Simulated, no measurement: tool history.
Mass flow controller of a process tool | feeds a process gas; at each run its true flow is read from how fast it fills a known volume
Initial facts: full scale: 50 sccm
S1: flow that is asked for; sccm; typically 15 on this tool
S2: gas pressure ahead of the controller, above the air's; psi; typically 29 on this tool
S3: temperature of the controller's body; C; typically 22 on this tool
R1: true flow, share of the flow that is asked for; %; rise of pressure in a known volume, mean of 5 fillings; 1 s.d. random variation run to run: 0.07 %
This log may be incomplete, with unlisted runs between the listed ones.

Run 1, day 0: usual settings. Result: R1 97.56 %.
Run 2, day 8.083: usual settings. Result: R1 97.61 %.
Run 3, day 23.108: usual settings. Result: R1 97.85 %.
Run 4, day 32.562: usual settings. Result: R1 97.8 %.
Run 5, day 44.092: usual settings but S2 38.1 psi. Result: R1 97.7 %.
Run 6, day 52.321: usual settings but S2 38.1 psi. Result: R1 97.64 %.
Run 7, day 61.325: usual settings but S1 8 sccm, S2 29.7 psi, S3 39 C. Result: R1 99.13 %.
Run 8, day 74.65: usual settings but S1 24 sccm, S2 30.9 psi, S3 32 C. Result: R1 99.64 %.
Run 9, day 81.908: usual settings but S2 24.8 psi, S3 33 C. Result: R1 99.25 %.
Run 10, day 93.571: usual settings but S1 8 sccm. Result: R1 97.89 %.
Run 11, day 106.038: usual settings but S1 8 sccm. Result: R1 98.04 %.

Run 12 comes next. What will it give?
Run 12, day 114.688: usual settings but S1 8 sccm, S2 24.8 psi, S3 23 C. Result: R1 ?.

{"run 12": {"R1": 98.26}}
Were there no unlogged condition in the tool, this run, its random variation unchanged, would have produced R1 97.26 %.
